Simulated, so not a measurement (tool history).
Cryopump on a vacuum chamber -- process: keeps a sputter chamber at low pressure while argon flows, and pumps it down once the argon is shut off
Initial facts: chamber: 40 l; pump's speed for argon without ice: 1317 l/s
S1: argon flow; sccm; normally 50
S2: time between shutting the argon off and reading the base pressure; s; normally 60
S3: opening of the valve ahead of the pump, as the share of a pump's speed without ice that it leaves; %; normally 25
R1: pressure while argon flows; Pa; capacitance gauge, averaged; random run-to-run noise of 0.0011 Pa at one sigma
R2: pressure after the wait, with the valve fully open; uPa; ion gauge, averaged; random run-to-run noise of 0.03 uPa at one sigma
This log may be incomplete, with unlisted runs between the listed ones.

run	day	S1	S2	S3	R1	R2
1	0	50	60	25	0.2636	3.56
2	1.762	50	60	25	0.2635	3.59
3	3.304	50	60	25	0.2661	3.69
4	5.462	50	60	25	0.2654	3.73
5	7.425	48	60	25	0.2557	3.69
6	9.629	50	150	25	0.2618	3.01
7	10.667	50	267	25	0.2672	2.79
# day 11.271: leaking fittings of the chamber tightened, without venting
8	11.908	50	267	25	0.2668	0.63
9	13.067	50	60	25	0.2659	1.63
10	14.388	50	60	32	0.2102	1.67
11	15.608	50	60	32	0.2126	1.65
12	17.171	50	122	25	0.2704	1.05
13	18.267	50	269	25	0.2688	0.72
14	20.396	50	269	25	0.2698	0.81
15	22.292	57	269	25	0.3073	0.77
16	23.396	57	269	25	0.3095	0.82
17	24.533	50	60	54	0.1324	1.81
18	25.625	32	22	23	0.1873	4.06
19	26.679	82	87	21	0.5232	1.48
20	28	41	60	17	0.3236	1.86
21	30.088	86	36	52	0.2403	2.78
22	31.075	45	139	22	0.278	1.24
23	33.15	45	139	22	0.2787	1.25
24	34.967	52	111	46	0.1641	1.5
25	37.192	52	111	46	0.1648	1.49
26	38.838	31	30	25	0.1704	3.4
# day 39.167: pump warmed up, emptied and cooled again
27	41.171	25	62	27	0.1181	1.91
28	43	50	60	15	0.4324	2.01
29	44.833	50	60	15	0.4279	2.06
30	46.362	97	23	15	0.8379	4.16
31	48.217	61	101	25	0.3168	1.58
32	49.762	61	22	19	0.4161	4.25
33	50.862	88	22	46	0.2511	4.38

Consider 5 possible next runs. They are alternatives, not a sequence: every one starts from the tool as it was left by run 33. What does each give?
A	52.088	38	60	25	?	?
B	52.088	50	60	43	?	?
C	52.088	59	47	18	?	?
D	52.088	50	97	55	?	?
E	52.088	26	60	25	?	?

run	R1	R2
A	0.197	2.15
B	0.1539	2.17
C	0.4296	2.43
D	0.1206	1.65
E	0.1358	2.09
With the hidden condition removed and each run's random variation left untouched, the same runs would have given:
run	R1	R2
A	0.1934	1.5
B	0.1491	1.51
C	0.424	1.79
D	0.1159	0.99
E	0.1333	1.46

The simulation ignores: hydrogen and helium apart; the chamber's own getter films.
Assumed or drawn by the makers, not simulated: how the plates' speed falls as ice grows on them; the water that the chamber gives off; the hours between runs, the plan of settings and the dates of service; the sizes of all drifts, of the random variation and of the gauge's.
